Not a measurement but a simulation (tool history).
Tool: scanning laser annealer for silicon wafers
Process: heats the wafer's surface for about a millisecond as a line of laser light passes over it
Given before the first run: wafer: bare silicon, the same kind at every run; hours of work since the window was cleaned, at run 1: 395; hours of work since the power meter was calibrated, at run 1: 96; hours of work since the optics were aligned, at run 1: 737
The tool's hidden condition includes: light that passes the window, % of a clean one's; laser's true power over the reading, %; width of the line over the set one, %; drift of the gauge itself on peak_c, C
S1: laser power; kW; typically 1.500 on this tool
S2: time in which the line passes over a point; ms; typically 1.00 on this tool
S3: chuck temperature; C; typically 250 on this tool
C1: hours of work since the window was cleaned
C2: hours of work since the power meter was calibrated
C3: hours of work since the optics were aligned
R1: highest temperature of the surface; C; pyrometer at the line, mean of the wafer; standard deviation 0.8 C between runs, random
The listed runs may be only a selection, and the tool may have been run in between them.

run,hour,S1,S2,S3,C1,C2,C3,R1
1,0.0,1.500,1.00,250,395,96,737,953.1
2,8.5,1.500,1.00,250,399,99,741,954.2
3,17.7,1.500,1.00,250,403,104,745,953.5
4,23.1,1.500,1.04,250,405,106,747,969.0
5,34.0,1.500,1.04,250,410,111,752,969.4
6,43.8,1.500,1.00,250,415,115,756,954.6
7,51.0,1.500,1.00,250,418,119,760,952.7
8,62.2,1.500,1.00,250,423,124,765,951.5
9,68.0,1.500,1.00,250,425,126,767,950.8
10,78.6,1.627,1.21,250,430,131,772,1109.2
11,85.7,1.407,1.24,226,433,134,775,961.8

Some steps in R1 between neighbouring runs. How much of each would the tool show without its hidden state too (settings, what came in, random variation), and how much is left for the hidden state, with any gauge scatter that isn't in both results?
Run 9 -> 10: S1 1.500 -> 1.627, S2 1.00 -> 1.21. R1 +158.4 C: hidden state -4.6, all else +163.0.
